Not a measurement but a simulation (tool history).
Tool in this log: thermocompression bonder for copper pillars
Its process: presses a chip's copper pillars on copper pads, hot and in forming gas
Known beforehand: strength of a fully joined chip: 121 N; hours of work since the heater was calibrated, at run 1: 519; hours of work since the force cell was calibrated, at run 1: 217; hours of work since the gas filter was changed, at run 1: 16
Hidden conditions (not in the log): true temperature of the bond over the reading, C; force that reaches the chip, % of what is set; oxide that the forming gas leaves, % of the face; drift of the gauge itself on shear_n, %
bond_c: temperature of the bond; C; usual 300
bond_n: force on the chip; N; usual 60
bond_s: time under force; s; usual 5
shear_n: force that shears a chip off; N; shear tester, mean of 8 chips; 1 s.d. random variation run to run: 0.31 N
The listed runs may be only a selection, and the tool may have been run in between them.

| run | hour | bond_c | bond_n | bond_s | hours of work since the heater was calibrated | hours of work since the force cell was calibrated | hours of work since the gas filter was changed | shear_n |
|---|---|---|---|---|---|---|---|---|
| 1 | 0 | 300 | 60 | 5 | 519 | 217 | 16 | 61.7 |
| 2 | 31.6 | 300 | 60 | 5 | 535 | 232 | 31 | 61.6 |
| 3 | 75.3 | 300 | 60 | 5 | 556 | 253 | 52 | 61.7 |
| 4 | 122.6 | 300 | 60 | 5 | 579 | 276 | 75 | 61.2 |
| 5 | 145.9 | 300 | 60 | 5 | 590 | 287 | 86 | 62 |
| 6 | 189.6 | 300 | 60 | 7 | 611 | 309 | 107 | 69.3 |
|  | 203.4 | forming gas filter changed |
| 7 | 213.1 | 300 | 60 | 7 | 622 | 320 | 5 | 68.2 |
| 8 | 237.6 | 300 | 41 | 5 | 634 | 331 | 16 | 48.9 |
| 9 | 281.5 | 300 | 41 | 5 | 655 | 353 | 38 | 48.2 |
| 10 | 320.4 | 300 | 41 | 5 | 674 | 371 | 56 | 48.3 |
| 11 | 365.4 | 300 | 41 | 5 | 695 | 393 | 78 | 48.2 |
| 12 | 392.4 | 300 | 60 | 5 | 708 | 406 | 91 | 61.6 |
| 13 | 434.9 | 300 | 60 | 5 | 729 | 426 | 112 | 61.5 |
|  | 440.1 | forming gas filter changed |
| 14 | 467.5 | 300 | 60 | 5 | 744 | 442 | 13 | 61.9 |
| 15 | 516.9 | 300 | 60 | 5 | 768 | 466 | 37 | 61.6 |
| 16 | 568.4 | 300 | 60 | 5 | 793 | 491 | 62 | 62.5 |
| 17 | 618.9 | 300 | 60 | 5 | 817 | 515 | 86 | 61.6 |
| 18 | 657.6 | 300 | 60 | 5 | 836 | 534 | 105 | 62.3 |
|  | 674.2 | forming gas filter changed |
| 19 | 691.7 | 300 | 60 | 5 | 852 | 550 | 8 | 62.1 |
| 20 | 733.1 | 300 | 62 | 10 | 872 | 570 | 28 | 77.9 |
| 21 | 758.4 | 300 | 85 | 6 | 884 | 582 | 41 | 79.8 |
|  | 763.8 | heater calibrated with a thermocouple chip |
| 22 | 805.7 | 304 | 49 | 6 | 20 | 604 | 62 | 60.2 |
| 23 | 826.9 | 298 | 42 | 3 | 30 | 614 | 73 | 39 |
| 24 | 870.7 | 298 | 42 | 3 | 52 | 635 | 94 | 38.9 |
|  | 911 | forming gas filter changed |
| 25 | 921.4 | 298 | 39 | 3 | 76 | 659 | 5 | 37.2 |
| 26 | 966.4 | 285 | 60 | 7 | 97 | 681 | 27 | 58.7 |
| 27 | 1005.9 | 321 | 49 | 5 | 116 | 700 | 46 | 67.5 |
| 28 | 1047.6 | 279 | 64 | 5 | 137 | 720 | 66 | 50.4 |
| 29 | 1094.3 | 312 | 87 | 7 | 159 | 743 | 88 | 90.8 |
| 30 | 1129.8 | 312 | 87 | 7 | 176 | 760 | 105 | 91.8 |
|  | 1146.2 | forming gas filter changed |
| 31 | 1152.7 | 304 | 58 | 4 | 187 | 770 | 3 | 58.6 |
| 32 | 1189.3 | 300 | 60 | 3 | 205 | 788 | 21 | 51.4 |
| 33 | 1216.8 | 300 | 60 | 7 | 218 | 801 | 34 | 68.8 |
| 34 | 1265.4 | 300 | 60 | 4 | 241 | 825 | 57 | 56.9 |
| 35 | 1288 | 300 | 58 | 5 | 252 | 836 | 68 | 60.4 |
| 36 | 1340 | 300 | 58 | 5 | 277 | 861 | 93 | 60.3 |
| 37 | 1368.2 | 300 | 58 | 5 | 291 | 874 | 107 | 60.9 |

Alternative continuations, all from the tool just after run 37; predict every row:
|  | 1385.1 | forming gas filter changed |
| A | 1405.3 | 300 | 63 | 9 | 308 | 892 | 10 | ? |
|  | 1385.1 | forming gas filter changed |
| B | 1405.3 | 300 | 58 | 7 | 308 | 892 | 10 | ? |
|  | 1385.1 | forming gas filter changed |
| C | 1405.3 | 320 | 40 | 10 | 308 | 892 | 10 | ? |
|  | 1385.1 | forming gas filter changed |
| D | 1405.3 | 313 | 58 | 3 | 308 | 892 | 10 | ? |

| run | shear_n |
|---|---|
| A | 76.8 |
| B | 67.9 |
| C | 73.7 |
| D | 58.2 |
Without the tool's hidden state the same runs would have given:
| run | shear_n |
|---|---|
| A | 76.8 |
| B | 67.9 |
| C | 73.7 |
| D | 58.2 |
